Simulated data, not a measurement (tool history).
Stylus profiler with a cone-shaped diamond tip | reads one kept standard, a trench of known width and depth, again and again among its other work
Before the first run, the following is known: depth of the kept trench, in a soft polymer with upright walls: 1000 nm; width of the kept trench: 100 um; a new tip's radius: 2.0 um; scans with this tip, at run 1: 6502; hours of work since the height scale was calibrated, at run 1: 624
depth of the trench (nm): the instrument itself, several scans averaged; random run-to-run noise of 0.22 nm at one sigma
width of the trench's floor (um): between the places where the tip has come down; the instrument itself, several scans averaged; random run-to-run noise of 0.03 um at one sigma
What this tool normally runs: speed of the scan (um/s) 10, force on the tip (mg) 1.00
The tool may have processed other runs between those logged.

| run | hour | speed of the scan (um/s) | force on the tip (mg) | scans with this tip | hours of work since the height scale was calibrated | depth of the trench (nm) | width of the trench's floor (um) |
|---|---|---|---|---|---|---|---|
| 1 | 0.0 | 10 | 1.00 | 6502 | 624 | 1003.16 | 96.48 |
| 2 | 16.9 | 17 | 1.00 | 6598 | 633 | 1003.19 | 96.41 |
| 3 | 48.9 | 17 | 1.00 | 6779 | 650 | 1002.93 | 96.39 |
| 4 | 77.3 | 17 | 1.00 | 6940 | 666 | 1003.15 | 96.39 |
| 5 | 104.1 | 4 | 1.00 | 7091 | 680 | 1002.99 | 96.53 |
| 6 | 119.3 | 4 | 1.00 | 7177 | 688 | 1003.12 | 96.54 |
| 7 | 137.2 | 4 | 1.00 | 7279 | 698 | 1002.77 | 96.47 |
| 8 | 155.7 | 4 | 1.00 | 7384 | 708 | 1003.46 | 96.50 |
| 9 | 187.9 | 4 | 1.00 | 7566 | 726 | 1003.43 | 96.51 |
| 10 | 209.4 | 4 | 1.00 | 7688 | 737 | 1003.34 | 96.49 |
| 11 | 226.4 | 10 | 1.05 | 7784 | 747 | 1003.03 | 96.52 |
| 12 | 243.1 | 10 | 1.13 | 7879 | 756 | 1003.35 | 96.45 |
| 13 | 269.2 | 10 | 1.13 | 8027 | 770 | 1003.42 | 96.43 |
| 14 | 288.9 | 10 | 1.13 | 8138 | 780 | 1003.78 | 96.52 |
| 15 | 307.9 | 10 | 1.13 | 8246 | 791 | 1003.42 | 96.42 |
| 16 | 328.5 | 4 | 1.13 | 8362 | 802 | 1003.52 | 96.52 |
| 17 | 351.6 | 4 | 1.13 | 8493 | 815 | 1003.23 | 96.48 |
| 18 | 368.2 | 10 | 0.95 | 8587 | 824 | 1003.26 | 96.45 |
| 19 | 383.3 | 4 | 1.00 | 8672 | 832 | 1003.21 | 96.50 |
| 20 | 406.2 | 11 | 1.00 | 8802 | 844 | 1002.90 | 96.48 |
| 21 | 430.9 | 10 | 1.00 | 8942 | 858 | 1003.28 | 96.42 |
| 22 | 457.6 | 10 | 1.00 | 9093 | 872 | 1002.87 | 96.44 |
| 23 | 470.8 | 10 | 1.00 | 9168 | 879 | 1003.10 | 96.46 |
| 24 | 494.8 | 16 | 0.46 | 9304 | 892 | 1002.21 | 96.31 |
| 25 | 514.8 | 16 | 0.46 | 9417 | 903 | 1001.64 | 96.35 |
| 26 | 534.9 | 17 | 0.62 | 9531 | 914 | 1002.32 | 96.32 |
| 27 | 549.5 | 17 | 0.62 | 9614 | 922 | 1001.85 | 96.38 |
| 28 | 568.0 | 10 | 1.75 | 9718 | 932 | 1004.63 | 96.47 |
| 29 | 594.6 | 36 | 0.38 | 9869 | 947 | 1001.96 | 96.10 |
| 30 | 623.4 | 21 | 1.78 | 10032 | 962 | 1004.49 | 96.42 |
| 31 | 646.7 | 3 | 0.77 | 10164 | 975 | 1002.65 | 96.48 |
| 32 | 668.8 | 31 | 1.09 | 10289 | 987 | 1003.17 | 96.33 |
| 33 | 699.6 | 3 | 0.37 | 10464 | 1004 | 1001.42 | 96.54 |
| 34 | 719.6 | 6 | 1.14 | 10577 | 1014 | 1003.77 | 96.53 |
| 35 | 746.4 | 6 | 1.14 | 10729 | 1029 | 1003.44 | 96.48 |
| 36 | 763.2 | 6 | 1.14 | 10824 | 1038 | 1003.82 | 96.53 |
| 37 | 784.3 | 19 | 0.77 | 10943 | 1050 | 1003.12 | 96.38 |
| 38 | 805.0 | 12 | 0.57 | 11061 | 1061 | 1002.01 | 96.38 |
| 39 | 829.1 | 12 | 1.14 | 11197 | 1074 | 1003.31 | 96.42 |
|  | 852.9 | height scale calibrated on a step standard |
| 40 | 861.4 | 9 | 0.62 | 11377 | 5 | 1001.92 | 96.42 |
| 41 | 879.5 | 5 | 1.00 | 11479 | 14 | 1003.40 | 96.50 |
| 42 | 893.2 | 4 | 0.56 | 11557 | 22 | 1001.96 | 96.40 |
| 43 | 921.2 | 4 | 0.56 | 11716 | 37 | 1002.71 | 96.53 |
| 44 | 951.8 | 5 | 0.46 | 11889 | 54 | 1001.55 | 96.51 |
| 45 | 974.7 | 5 | 1.15 | 12019 | 66 | 1003.71 | 96.52 |
| 46 | 994.9 | 10 | 0.54 | 12133 | 77 | 1002.37 | 96.40 |

What if the next run were any one of these 4? Each begins from the tool's condition after run 46:
| A | 1018.9 | 7 | 0.54 | 12269 | 90 | ? | ? |
| B | 1018.9 | 36 | 0.54 | 12269 | 90 | ? | ? |
| C | 1018.9 | 3 | 2.97 | 12269 | 90 | ? | ? |
| D | 1018.9 | 2 | 0.54 | 12269 | 90 | ? | ? |

| run | depth of the trench (nm) | width of the trench's floor (um) |
|---|---|---|
| A | 1001.85 | 96.48 |
| B | 1002.59 | 96.16 |
| C | 1006.96 | 96.53 |
| D | 1002.13 | 96.47 |
Without the tool's hidden state the same runs would have given:
| run | depth of the trench (nm) | width of the trench's floor (um) |
|---|---|---|
| A | 1001.84 | 96.50 |
| B | 1002.59 | 96.17 |
| C | 1006.95 | 96.54 |
| D | 1002.12 | 96.48 |

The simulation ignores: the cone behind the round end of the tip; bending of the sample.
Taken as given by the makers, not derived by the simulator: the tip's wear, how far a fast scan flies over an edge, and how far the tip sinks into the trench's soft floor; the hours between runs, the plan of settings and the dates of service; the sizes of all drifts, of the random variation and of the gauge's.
